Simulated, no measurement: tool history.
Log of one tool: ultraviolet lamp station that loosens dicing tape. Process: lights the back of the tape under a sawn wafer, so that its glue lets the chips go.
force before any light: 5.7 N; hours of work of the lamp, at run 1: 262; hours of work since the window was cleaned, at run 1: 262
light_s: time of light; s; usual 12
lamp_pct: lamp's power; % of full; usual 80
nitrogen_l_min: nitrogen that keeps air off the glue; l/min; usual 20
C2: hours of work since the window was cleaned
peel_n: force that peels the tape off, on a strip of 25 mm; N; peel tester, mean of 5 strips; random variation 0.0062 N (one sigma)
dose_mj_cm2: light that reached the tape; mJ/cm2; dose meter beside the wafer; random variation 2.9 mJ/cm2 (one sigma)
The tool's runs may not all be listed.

{"run": 1, "hour": 0.0, "light_s": 12, "lamp_pct": 80, "nitrogen_l_min": 20, "hours of work of the lamp": 262, "C2": 262, "peel_n": 0.241, "dose_mj_cm2": 364}
{"run": 2, "hour": 18.9, "light_s": 12, "lamp_pct": 80, "nitrogen_l_min": 20, "hours of work of the lamp": 273, "C2": 273, "peel_n": 0.252, "dose_mj_cm2": 364}
{"run": 3, "hour": 29.5, "light_s": 12, "lamp_pct": 80, "nitrogen_l_min": 20, "hours of work of the lamp": 280, "C2": 280, "peel_n": 0.237, "dose_mj_cm2": 365}
{"run": 4, "hour": 47.8, "light_s": 16, "lamp_pct": 80, "nitrogen_l_min": 20, "hours of work of the lamp": 290, "C2": 290, "peel_n": 0.165, "dose_mj_cm2": 480}
{"run": 5, "hour": 68.4, "light_s": 16, "lamp_pct": 70, "nitrogen_l_min": 20, "hours of work of the lamp": 302, "C2": 302, "peel_n": 0.198, "dose_mj_cm2": 420}
{"run": 6, "hour": 85.9, "light_s": 19, "lamp_pct": 70, "nitrogen_l_min": 20, "hours of work of the lamp": 313, "C2": 313, "peel_n": 0.151, "dose_mj_cm2": 490}
{"run": 7, "hour": 98.0, "light_s": 19, "lamp_pct": 70, "nitrogen_l_min": 20, "hours of work of the lamp": 320, "C2": 320, "peel_n": 0.159, "dose_mj_cm2": 491}
{"run": 8, "hour": 118.4, "light_s": 19, "lamp_pct": 70, "nitrogen_l_min": 20, "hours of work of the lamp": 332, "C2": 332, "peel_n": 0.148, "dose_mj_cm2": 479}
{"run": 9, "hour": 134.6, "light_s": 19, "lamp_pct": 70, "nitrogen_l_min": 20, "hours of work of the lamp": 342, "C2": 342, "peel_n": 0.159, "dose_mj_cm2": 477}
{"run": 10, "hour": 155.4, "light_s": 19, "lamp_pct": 70, "nitrogen_l_min": 20, "hours of work of the lamp": 354, "C2": 354, "peel_n": 0.159, "dose_mj_cm2": 480}
{"run": 11, "hour": 176.1, "light_s": 19, "lamp_pct": 70, "nitrogen_l_min": 20, "hours of work of the lamp": 366, "C2": 366, "peel_n": 0.162, "dose_mj_cm2": 473}
{"run": 12, "hour": 197.5, "light_s": 19, "lamp_pct": 70, "nitrogen_l_min": 20, "hours of work of the lamp": 379, "C2": 379, "peel_n": 0.156, "dose_mj_cm2": 474}
{"run": 13, "hour": 208.9, "light_s": 12, "lamp_pct": 80, "nitrogen_l_min": 20, "hours of work of the lamp": 385, "C2": 385, "peel_n": 0.283, "dose_mj_cm2": 335}
{"run": 14, "hour": 219.5, "light_s": 11, "lamp_pct": 80, "nitrogen_l_min": 20, "hours of work of the lamp": 392, "C2": 392, "peel_n": 0.354, "dose_mj_cm2": 312}
{"run": 15, "hour": 232.6, "light_s": 11, "lamp_pct": 97, "nitrogen_l_min": 20, "hours of work of the lamp": 399, "C2": 399, "peel_n": 0.227, "dose_mj_cm2": 374}
{"run": 16, "hour": 249.8, "light_s": 8, "lamp_pct": 63, "nitrogen_l_min": 33, "hours of work of the lamp": 410, "C2": 410, "peel_n": 0.773, "dose_mj_cm2": 176}
{"run": 17, "hour": 260.1, "light_s": 12, "lamp_pct": 80, "nitrogen_l_min": 20, "hours of work of the lamp": 416, "C2": 416, "peel_n": 0.299, "dose_mj_cm2": 335}
{"run": 18, "hour": 281.8, "light_s": 13, "lamp_pct": 97, "nitrogen_l_min": 10, "hours of work of the lamp": 428, "C2": 428, "peel_n": 0.294, "dose_mj_cm2": 437}
{"run": 19, "hour": 295.0, "light_s": 13, "lamp_pct": 66, "nitrogen_l_min": 10, "hours of work of the lamp": 436, "C2": 436, "peel_n": 0.662, "dose_mj_cm2": 295}
{"run": 20, "hour": 310.0, "light_s": 18, "lamp_pct": 80, "nitrogen_l_min": 20, "hours of work of the lamp": 445, "C2": 445, "peel_n": 0.16, "dose_mj_cm2": 485}
{"run": 21, "hour": 324.2, "light_s": 20, "lamp_pct": 90, "nitrogen_l_min": 19, "hours of work of the lamp": 453, "C2": 453, "peel_n": 0.134, "dose_mj_cm2": 614}
{"hour": 325.8, "done": "window cleaned of glue's vapour"}
{"run": 22, "hour": 340.6, "light_s": 20, "lamp_pct": 90, "nitrogen_l_min": 19, "hours of work of the lamp": 463, "C2": 9, "peel_n": 0.126, "dose_mj_cm2": 740}
{"run": 23, "hour": 361.9, "light_s": 12, "lamp_pct": 77, "nitrogen_l_min": 15, "hours of work of the lamp": 475, "C2": 21, "peel_n": 0.277, "dose_mj_cm2": 374}
{"run": 24, "hour": 382.6, "light_s": 12, "lamp_pct": 77, "nitrogen_l_min": 15, "hours of work of the lamp": 488, "C2": 34, "peel_n": 0.279, "dose_mj_cm2": 377}
{"run": 25, "hour": 397.0, "light_s": 12, "lamp_pct": 77, "nitrogen_l_min": 15, "hours of work of the lamp": 496, "C2": 42, "peel_n": 0.296, "dose_mj_cm2": 370}
{"run": 26, "hour": 406.8, "light_s": 6, "lamp_pct": 61, "nitrogen_l_min": 12, "hours of work of the lamp": 502, "C2": 48, "peel_n": 1.707, "dose_mj_cm2": 142}
{"run": 27, "hour": 425.7, "light_s": 7, "lamp_pct": 78, "nitrogen_l_min": 6, "hours of work of the lamp": 513, "C2": 59, "peel_n": 1.551, "dose_mj_cm2": 219}
{"run": 28, "hour": 447.3, "light_s": 12, "lamp_pct": 60, "nitrogen_l_min": 7, "hours of work of the lamp": 526, "C2": 72, "peel_n": 0.92, "dose_mj_cm2": 286}

Forecast each of these 3 alternatives for the next run:
{"run": "A", "hour": 456.7, "light_s": 11, "lamp_pct": 74, "nitrogen_l_min": 9, "hours of work of the lamp": 531, "C2": 77, "peel_n": "?", "dose_mj_cm2": "?"}
{"run": "B", "hour": 456.7, "light_s": 12, "lamp_pct": 64, "nitrogen_l_min": 17, "hours of work of the lamp": 531, "C2": 77, "peel_n": "?", "dose_mj_cm2": "?"}
{"run": "C", "hour": 456.7, "light_s": 10, "lamp_pct": 92, "nitrogen_l_min": 9, "hours of work of the lamp": 531, "C2": 77, "peel_n": "?", "dose_mj_cm2": "?"}

run=A peel_n=0.606 dose_mj_cm2=318
run=B peel_n=0.411 dose_mj_cm2=302
run=C peel_n=0.449 dose_mj_cm2=362
Without the tool's hidden state the same runs would have given:
run=A peel_n=0.462 dose_mj_cm2=364
run=B peel_n=0.311 dose_mj_cm2=346
run=C peel_n=0.341 dose_mj_cm2=414
